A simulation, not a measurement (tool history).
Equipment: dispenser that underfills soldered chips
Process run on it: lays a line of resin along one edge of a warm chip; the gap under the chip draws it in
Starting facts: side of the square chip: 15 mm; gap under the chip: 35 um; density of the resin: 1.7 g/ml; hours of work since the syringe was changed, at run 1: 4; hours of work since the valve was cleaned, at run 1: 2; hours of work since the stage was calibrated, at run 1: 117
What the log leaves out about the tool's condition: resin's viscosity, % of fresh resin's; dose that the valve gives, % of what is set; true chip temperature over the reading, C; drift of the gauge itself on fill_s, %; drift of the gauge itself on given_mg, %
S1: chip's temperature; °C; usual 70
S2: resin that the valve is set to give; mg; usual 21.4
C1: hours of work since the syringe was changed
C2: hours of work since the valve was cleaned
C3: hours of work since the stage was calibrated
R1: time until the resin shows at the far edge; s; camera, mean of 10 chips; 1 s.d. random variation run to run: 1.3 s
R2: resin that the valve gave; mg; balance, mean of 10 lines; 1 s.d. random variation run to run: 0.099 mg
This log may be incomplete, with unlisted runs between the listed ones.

{"run": 1, "day": 0.0, "S1": 70, "S2": 21.4, "C1": 4, "C2": 2, "C3": 117, "R1": 151.5, "R2": 21.31}
{"run": 2, "day": 0.204, "S1": 70, "S2": 19.3, "C1": 7, "C2": 5, "C3": 120, "R1": 172, "R2": 19.19}
{"day": 0.233, "done": "new syringe of resin"}
{"run": 3, "day": 0.329, "S1": 75, "S2": 19.3, "C1": 1, "C2": 7, "C3": 121, "R1": 116.8, "R2": 19.22}
{"run": 4, "day": 0.533, "S1": 70, "S2": 21.4, "C1": 5, "C2": 10, "C3": 124, "R1": 156.6, "R2": 21.29}
{"day": 0.717, "done": "new syringe of resin"}
{"run": 5, "day": 0.733, "S1": 70, "S2": 27.7, "C1": 0, "C2": 13, "C3": 127, "R1": 127.8, "R2": 27.38}
{"run": 6, "day": 0.904, "S1": 70, "S2": 27.7, "C1": 3, "C2": 15, "C3": 130, "R1": 141.7, "R2": 27.33}
{"run": 7, "day": 1.004, "S1": 70, "S2": 21.4, "C1": 4, "C2": 17, "C3": 131, "R1": 151, "R2": 21.24}
{"run": 8, "day": 1.117, "S1": 74, "S2": 21.4, "C1": 6, "C2": 18, "C3": 133, "R1": 139.1, "R2": 21.06}
{"day": 1.183, "done": "new syringe of resin"}
{"run": 9, "day": 1.267, "S1": 74, "S2": 21.4, "C1": 1, "C2": 21, "C3": 135, "R1": 119.3, "R2": 20.98}
{"run": 10, "day": 1.438, "S1": 79, "S2": 22.8, "C1": 4, "C2": 23, "C3": 138, "R1": 108.1, "R2": 22.31}
{"run": 11, "day": 1.533, "S1": 69, "S2": 27.4, "C1": 5, "C2": 25, "C3": 139, "R1": 163.5, "R2": 27.03}
{"day": 1.667, "done": "new syringe of resin"}
{"run": 12, "day": 1.738, "S1": 82, "S2": 26.6, "C1": 1, "C2": 27, "C3": 142, "R1": 87.8, "R2": 26.02}
{"run": 13, "day": 1.942, "S1": 70, "S2": 20.4, "C1": 4, "C2": 31, "C3": 145, "R1": 152.9, "R2": 20.05}
{"run": 14, "day": 2.029, "S1": 67, "S2": 20.8, "C1": 5, "C2": 32, "C3": 146, "R1": 178.6, "R2": 20.32}
{"day": 2.138, "done": "new syringe of resin"}
{"run": 15, "day": 2.204, "S1": 67, "S2": 20.8, "C1": 1, "C2": 34, "C3": 149, "R1": 154.5, "R2": 20.35}
{"run": 16, "day": 2.329, "S1": 67, "S2": 20.8, "C1": 3, "C2": 36, "C3": 151, "R1": 166.7, "R2": 20.27}
{"run": 17, "day": 2.517, "S1": 66, "S2": 26.3, "C1": 6, "C2": 39, "C3": 154, "R1": 185.8, "R2": 25.86}

Each row is a separate what-if for the run after 17, all from the same tool condition, not one after another. Results?
{"day": 2.617, "done": "new syringe of resin"}
{"run": "A", "day": 2.729, "S1": 74, "S2": 26.3, "C1": 2, "C2": 42, "C3": 157, "R1": "?", "R2": "?"}
{"day": 2.617, "done": "new syringe of resin"}
{"run": "B", "day": 2.729, "S1": 57, "S2": 21.4, "C1": 2, "C2": 42, "C3": 157, "R1": "?", "R2": "?"}
{"day": 2.617, "done": "new syringe of resin"}
{"run": "C", "day": 2.729, "S1": 78, "S2": 26.3, "C1": 2, "C2": 42, "C3": 157, "R1": "?", "R2": "?"}
{"day": 2.617, "done": "new syringe of resin"}
{"run": "D", "day": 2.729, "S1": 83, "S2": 18.5, "C1": 2, "C2": 42, "C3": 157, "R1": "?", "R2": "?"}

run=A R1=123.8 R2=25.63
run=B R1=241.7 R2=20.77
run=C R1=105.5 R2=25.6
run=D R1=92 R2=18.04
With the hidden condition removed and each run's random variation left untouched, the same runs would have given:
run=A R1=111.3 R2=26.38
run=B R1=215.8 R2=21.37
run=C R1=94.9 R2=26.35
run=D R1=82.3 R2=18.56

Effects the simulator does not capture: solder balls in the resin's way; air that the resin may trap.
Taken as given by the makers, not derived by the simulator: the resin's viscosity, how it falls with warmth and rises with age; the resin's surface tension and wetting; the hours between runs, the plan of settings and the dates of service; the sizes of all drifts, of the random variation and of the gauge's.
